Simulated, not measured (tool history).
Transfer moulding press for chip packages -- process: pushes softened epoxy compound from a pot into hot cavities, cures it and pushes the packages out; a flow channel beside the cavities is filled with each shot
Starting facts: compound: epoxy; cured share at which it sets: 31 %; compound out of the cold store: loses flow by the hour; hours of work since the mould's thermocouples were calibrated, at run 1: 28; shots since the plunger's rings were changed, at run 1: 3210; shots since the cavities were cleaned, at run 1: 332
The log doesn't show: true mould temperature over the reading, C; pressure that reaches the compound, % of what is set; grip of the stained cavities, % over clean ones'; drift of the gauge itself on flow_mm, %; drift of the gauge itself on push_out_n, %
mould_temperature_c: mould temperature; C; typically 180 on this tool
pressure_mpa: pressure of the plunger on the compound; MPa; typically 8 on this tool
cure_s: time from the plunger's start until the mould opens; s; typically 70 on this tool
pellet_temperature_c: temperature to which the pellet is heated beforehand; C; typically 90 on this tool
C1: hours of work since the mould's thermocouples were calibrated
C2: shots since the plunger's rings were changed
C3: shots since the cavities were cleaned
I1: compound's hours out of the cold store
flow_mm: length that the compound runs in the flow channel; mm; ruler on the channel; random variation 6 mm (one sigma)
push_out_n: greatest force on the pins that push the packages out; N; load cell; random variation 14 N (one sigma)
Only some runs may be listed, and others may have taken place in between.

{"run": 1, "day": 0.0, "mould_temperature_c": 180, "pressure_mpa": 8, "cure_s": 70, "pellet_temperature_c": 90, "C1": 28, "C2": 3210, "C3": 332, "I1": 31.7, "flow_mm": 586, "push_out_n": 1180}
{"run": 2, "day": 0.558, "mould_temperature_c": 180, "pressure_mpa": 8, "cure_s": 70, "pellet_temperature_c": 90, "C1": 37, "C2": 3397, "C3": 519, "I1": 45.4, "flow_mm": 557, "push_out_n": 1205}
{"run": 3, "day": 0.988, "mould_temperature_c": 181, "pressure_mpa": 8, "cure_s": 70, "pellet_temperature_c": 90, "C1": 43, "C2": 3540, "C3": 662, "I1": 38.8, "flow_mm": 562, "push_out_n": 1166}
{"run": 4, "day": 1.342, "mould_temperature_c": 181, "pressure_mpa": 8, "cure_s": 70, "pellet_temperature_c": 90, "C1": 49, "C2": 3659, "C3": 781, "I1": 32.2, "flow_mm": 578, "push_out_n": 1231}
{"run": 5, "day": 1.688, "mould_temperature_c": 181, "pressure_mpa": 8, "cure_s": 62, "pellet_temperature_c": 90, "C1": 55, "C2": 3774, "C3": 896, "I1": 33.9, "flow_mm": 572, "push_out_n": 1706}
{"run": 6, "day": 2.05, "mould_temperature_c": 181, "pressure_mpa": 8, "cure_s": 62, "pellet_temperature_c": 90, "C1": 60, "C2": 3896, "C3": 1018, "I1": 22, "flow_mm": 591, "push_out_n": 1736}
{"day": 2.254, "done": "cavities cleaned with cleaning compound and waxed"}
{"run": 7, "day": 2.446, "mould_temperature_c": 181, "pressure_mpa": 8, "cure_s": 62, "pellet_temperature_c": 90, "C1": 66, "C2": 4007, "C3": 64, "I1": 41, "flow_mm": 555, "push_out_n": 964}
{"run": 8, "day": 2.692, "mould_temperature_c": 180, "pressure_mpa": 8, "cure_s": 96, "pellet_temperature_c": 90, "C1": 69, "C2": 4089, "C3": 146, "I1": 22.5, "flow_mm": 586, "push_out_n": 620}
{"run": 9, "day": 3.033, "mould_temperature_c": 180, "pressure_mpa": 8, "cure_s": 70, "pellet_temperature_c": 90, "C1": 75, "C2": 4203, "C3": 260, "I1": 32, "flow_mm": 576, "push_out_n": 1004}
{"run": 10, "day": 3.367, "mould_temperature_c": 180, "pressure_mpa": 8, "cure_s": 70, "pellet_temperature_c": 90, "C1": 80, "C2": 4314, "C3": 371, "I1": 46.1, "flow_mm": 542, "push_out_n": 1121}
{"run": 11, "day": 3.95, "mould_temperature_c": 180, "pressure_mpa": 8, "cure_s": 70, "pellet_temperature_c": 90, "C1": 89, "C2": 4509, "C3": 566, "I1": 14.6, "flow_mm": 604, "push_out_n": 1287}
{"run": 12, "day": 4.492, "mould_temperature_c": 180, "pressure_mpa": 8, "cure_s": 70, "pellet_temperature_c": 99, "C1": 98, "C2": 4690, "C3": 747, "I1": 41.7, "flow_mm": 556, "push_out_n": 1210}
{"run": 13, "day": 4.8, "mould_temperature_c": 180, "pressure_mpa": 8, "cure_s": 70, "pellet_temperature_c": 99, "C1": 103, "C2": 4793, "C3": 850, "I1": 24.2, "flow_mm": 572, "push_out_n": 1246}
{"run": 14, "day": 5.262, "mould_temperature_c": 180, "pressure_mpa": 8, "cure_s": 70, "pellet_temperature_c": 99, "C1": 110, "C2": 4947, "C3": 1004, "I1": 45.3, "flow_mm": 533, "push_out_n": 1219}
{"day": 5.504, "done": "cavities cleaned with cleaning compound and waxed"}
{"run": 15, "day": 5.612, "mould_temperature_c": 182, "pressure_mpa": 7.44, "cure_s": 70, "pellet_temperature_c": 100, "C1": 115, "C2": 5044, "C3": 36, "I1": 28.2, "flow_mm": 544, "push_out_n": 604}
{"run": 16, "day": 5.875, "mould_temperature_c": 177, "pressure_mpa": 6.37, "cure_s": 95, "pellet_temperature_c": 80, "C1": 119, "C2": 5131, "C3": 123, "I1": 39.1, "flow_mm": 494, "push_out_n": 621}
{"day": 6.354, "done": "plunger's sealing rings changed"}
{"run": 17, "day": 6.492, "mould_temperature_c": 184, "pressure_mpa": 9.17, "cure_s": 70, "pellet_temperature_c": 81, "C1": 127, "C2": 47, "C3": 295, "I1": 32.9, "flow_mm": 661, "push_out_n": 903}
{"run": 18, "day": 6.896, "mould_temperature_c": 176, "pressure_mpa": 9.17, "cure_s": 70, "pellet_temperature_c": 81, "C1": 133, "C2": 182, "C3": 430, "I1": 36.6, "flow_mm": 673, "push_out_n": 1585}
{"run": 19, "day": 7.45, "mould_temperature_c": 180, "pressure_mpa": 7.95, "cure_s": 70, "pellet_temperature_c": 90, "C1": 142, "C2": 366, "C3": 614, "I1": 13, "flow_mm": 654, "push_out_n": 1280}
{"run": 20, "day": 7.812, "mould_temperature_c": 182, "pressure_mpa": 9.52, "cure_s": 82, "pellet_temperature_c": 93, "C1": 148, "C2": 488, "C3": 736, "I1": 13.7, "flow_mm": 713, "push_out_n": 936}
{"run": 21, "day": 8.071, "mould_temperature_c": 182, "pressure_mpa": 9.52, "cure_s": 82, "pellet_temperature_c": 93, "C1": 152, "C2": 573, "C3": 821, "I1": 40.6, "flow_mm": 659, "push_out_n": 938}
{"run": 22, "day": 8.325, "mould_temperature_c": 182, "pressure_mpa": 9.52, "cure_s": 82, "pellet_temperature_c": 93, "C1": 156, "C2": 659, "C3": 907, "I1": 23.3, "flow_mm": 687, "push_out_n": 925}
{"run": 23, "day": 8.767, "mould_temperature_c": 180, "pressure_mpa": 8.46, "cure_s": 91, "pellet_temperature_c": 90, "C1": 163, "C2": 806, "C3": 1054, "I1": 26.9, "flow_mm": 641, "push_out_n": 898}
{"day": 8.862, "done": "cavities cleaned with cleaning compound and waxed"}
{"run": 24, "day": 9.329, "mould_temperature_c": 180, "pressure_mpa": 6.2, "cure_s": 70, "pellet_temperature_c": 90, "C1": 171, "C2": 973, "C3": 156, "I1": 26.5, "flow_mm": 554, "push_out_n": 942}
{"run": 25, "day": 9.692, "mould_temperature_c": 176, "pressure_mpa": 7.22, "cure_s": 85, "pellet_temperature_c": 82, "C1": 177, "C2": 1094, "C3": 277, "I1": 42, "flow_mm": 571, "push_out_n": 899}
{"run": 26, "day": 9.979, "mould_temperature_c": 176, "pressure_mpa": 7.22, "cure_s": 85, "pellet_temperature_c": 82, "C1": 181, "C2": 1190, "C3": 373, "I1": 41.7, "flow_mm": 580, "push_out_n": 971}
{"run": 27, "day": 10.267, "mould_temperature_c": 186, "pressure_mpa": 7.26, "cure_s": 80, "pellet_temperature_c": 90, "C1": 186, "C2": 1287, "C3": 470, "I1": 26.6, "flow_mm": 580, "push_out_n": 795}
{"run": 28, "day": 10.542, "mould_temperature_c": 180, "pressure_mpa": 6.45, "cure_s": 70, "pellet_temperature_c": 90, "C1": 190, "C2": 1378, "C3": 561, "I1": 41.2, "flow_mm": 534, "push_out_n": 1215}

For some of the steps in flow_mm from one run to the next: how much would appear even if the tool had no hidden state, given the settings, what came in and random variation, and how much remains for the hidden state plus any gauge scatter that the measured result and the result without hidden state don't share?
Run 10 -> 11: no setting changed, nothing entered. flow_mm +62 mm: hidden state -10, all else +72.
Run 16 -> 17: mould_temperature_c 177 -> 184, pressure_mpa 6.37 -> 9.17, cure_s 95 -> 70, pellet_temperature_c 80 -> 81, plunger's sealing rings changed. flow_mm +167 mm: hidden state +57, all else +110.
Run 23 -> 24: pressure_mpa 8.46 -> 6.2, cure_s 91 -> 70, cavities cleaned with cleaning compound and waxed. flow_mm -87 mm: hidden state +1, all else -88.
